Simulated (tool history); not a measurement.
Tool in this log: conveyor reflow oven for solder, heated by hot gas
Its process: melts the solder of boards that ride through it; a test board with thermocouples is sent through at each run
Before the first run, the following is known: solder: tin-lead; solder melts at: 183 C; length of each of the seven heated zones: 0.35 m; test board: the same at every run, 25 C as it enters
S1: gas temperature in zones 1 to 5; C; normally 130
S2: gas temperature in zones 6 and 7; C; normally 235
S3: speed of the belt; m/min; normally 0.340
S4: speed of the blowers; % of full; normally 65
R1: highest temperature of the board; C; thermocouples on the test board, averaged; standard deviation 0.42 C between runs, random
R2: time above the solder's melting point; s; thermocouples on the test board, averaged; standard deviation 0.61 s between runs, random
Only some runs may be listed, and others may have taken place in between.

Run 1, hour 0.0: usual settings. Result: R1 219.6 C, R2 91.3 s.
Run 2, hour 38.9: usual settings. Result: R1 218.7 C, R2 91.1 s.
Run 3, hour 78.9: usual settings. Result: R1 219.6 C, R2 90.7 s.
Run 4, hour 122.4: usual settings. Result: R1 219.5 C, R2 90.7 s.
Run 5, hour 169.1: usual settings but S1 142 C. Result: R1 220.6 C, R2 99.5 s.
Run 6, hour 207.5: usual settings but S1 145 C. Result: R1 220.8 C, R2 103.8 s.
Run 7, hour 258.5: usual settings but S1 145 C. Result: R1 221.8 C, R2 103.0 s.
Run 8, hour 306.0: usual settings but S1 145 C. Result: R1 221.6 C, R2 101.5 s.
Run 9, hour 338.5: usual settings but S1 145 C. Result: R1 221.9 C, R2 102.5 s.
Run 10, hour 379.5: usual settings but S3 0.351 m/min. Result: R1 219.0 C, R2 85.9 s.
Run 11, hour 413.3: usual settings but S1 127 C, S3 0.359 m/min. Result: R1 217.3 C, R2 81.9 s.
Run 12, hour 454.8: usual settings but S1 127 C, S2 234 C, S3 0.359 m/min. Result: R1 215.8 C, R2 80.5 s.
Run 13, hour 508.2: usual settings but S1 127 C, S2 234 C, S3 0.359 m/min. Result: R1 216.2 C, R2 80.8 s.
Run 14, hour 533.5: usual settings but S1 127 C, S2 234 C, S3 0.359 m/min. Result: R1 215.8 C, R2 80.2 s.
Run 15, hour 559.3: usual settings but S1 127 C, S2 231 C, S3 0.382 m/min, S4 70 % of full. Result: R1 212.1 C, R2 71.0 s.
Run 16, hour 597.6: usual settings but S1 129 C, S2 231 C, S4 56 % of full. Result: R1 213.0 C, R2 80.9 s.
Run 17, hour 626.7: usual settings but S1 129 C, S2 231 C, S4 56 % of full. Result: R1 212.9 C, R2 81.6 s.
Run 18, hour 652.9: usual settings but S3 0.361 m/min. Result: R1 217.6 C, R2 82.8 s.

Taken out of this log: 1 entry between the listed runs. Where each belongs, and how the hidden state differs across it:
Between runs 12 and 13: belt drive overhauled, speed set with a stopwatch (hour 488.7)
  belt's true speed, % of the reading: 99.98 -> 100

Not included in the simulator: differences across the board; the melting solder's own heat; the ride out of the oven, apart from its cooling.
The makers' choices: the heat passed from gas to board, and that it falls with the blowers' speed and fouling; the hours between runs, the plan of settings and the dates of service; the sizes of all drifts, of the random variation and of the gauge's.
